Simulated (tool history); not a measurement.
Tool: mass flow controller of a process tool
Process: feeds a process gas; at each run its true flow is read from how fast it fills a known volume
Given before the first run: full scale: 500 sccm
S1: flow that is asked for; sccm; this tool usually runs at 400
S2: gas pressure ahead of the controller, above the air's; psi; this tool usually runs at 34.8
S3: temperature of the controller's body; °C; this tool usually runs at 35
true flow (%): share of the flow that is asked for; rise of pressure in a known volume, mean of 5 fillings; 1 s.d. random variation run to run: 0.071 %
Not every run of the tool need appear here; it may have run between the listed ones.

run 1 day=0 | S1=400 S2=34.8 S3=35 | true_flow_(%)=100.15
run 2 day=5.396 | S1=400 S2=34.8 S3=35 | true_flow_(%)=100.25
run 3 day=10.521 | S1=400 S2=34.8 S3=35 | true_flow_(%)=100.08
run 4 day=15.392 | S1=400 S2=24.9 S3=35 | true_flow_(%)=99.77
run 5 day=18.829 | S1=487 S2=34.8 S3=35 | true_flow_(%)=100.72
run 6 day=24.771 | S1=487 S2=34.8 S3=35 | true_flow_(%)=100.75
run 7 day=31.375 | S1=487 S2=34.8 S3=35 | true_flow_(%)=100.69
run 8 day=34.525 | S1=487 S2=34.8 S3=35 | true_flow_(%)=100.79
run 9 day=41.083 | S1=400 S2=39.9 S3=35 | true_flow_(%)=100.47
run 10 day=45.817 | S1=400 S2=39.9 S3=35 | true_flow_(%)=100.26
run 11 day=52.229 | S1=400 S2=34.8 S3=35 | true_flow_(%)=100.23
run 12 day=56.804 | S1=400 S2=34.8 S3=22 | true_flow_(%)=99.38
run 13 day=60.425 | S1=400 S2=29.7 S3=22 | true_flow_(%)=99.12
run 14 day=66.05 | S1=400 S2=20.7 S3=22 | true_flow_(%)=98.74
run 15 day=68.838 | S1=400 S2=20.7 S3=22 | true_flow_(%)=98.88
run 16 day=74.742 | S1=400 S2=34.4 S3=24 | true_flow_(%)=99.44
run 17 day=80.712 | S1=271 S2=38.1 S3=22 | true_flow_(%)=98.6
run 18 day=83.992 | S1=400 S2=33.5 S3=35 | true_flow_(%)=100.07
run 19 day=89.475 | S1=74 S2=33.5 S3=20 | true_flow_(%)=97.01
run 20 day=92.592 | S1=74 S2=33.5 S3=20 | true_flow_(%)=96.95
run 21 day=99.021 | S1=199 S2=28.7 S3=20 | true_flow_(%)=97.61
run 22 day=103.5 | S1=199 S2=28.7 S3=20 | true_flow_(%)=97.58
run 23 day=109.321 | S1=199 S2=29.7 S3=20 | true_flow_(%)=97.55

Branching from run 23: 5 alternative next runs. What would each branch give?
run A day=112.888 | S1=66 S2=29.7 S3=33 | true_flow_(%)=?
run B day=112.888 | S1=59 S2=23.5 S3=20 | true_flow_(%)=?
run C day=112.888 | S1=54 S2=39 S3=24 | true_flow_(%)=?
run D day=112.888 | S1=199 S2=29.7 S3=37 | true_flow_(%)=?
run E day=112.888 | S1=199 S2=21 S3=20 | true_flow_(%)=?

run=A true_flow_(%)=97.42
run=B true_flow_(%)=96.38
run=C true_flow_(%)=97.46
run=D true_flow_(%)=98.68
run=E true_flow_(%)=97.4
With the hidden condition removed and each run's random variation left untouched, the same runs would have given:
run=A true_flow_(%)=97.4
run=B true_flow_(%)=96.36
run=C true_flow_(%)=97.43
run=D true_flow_(%)=98.67
run=E true_flow_(%)=97.38

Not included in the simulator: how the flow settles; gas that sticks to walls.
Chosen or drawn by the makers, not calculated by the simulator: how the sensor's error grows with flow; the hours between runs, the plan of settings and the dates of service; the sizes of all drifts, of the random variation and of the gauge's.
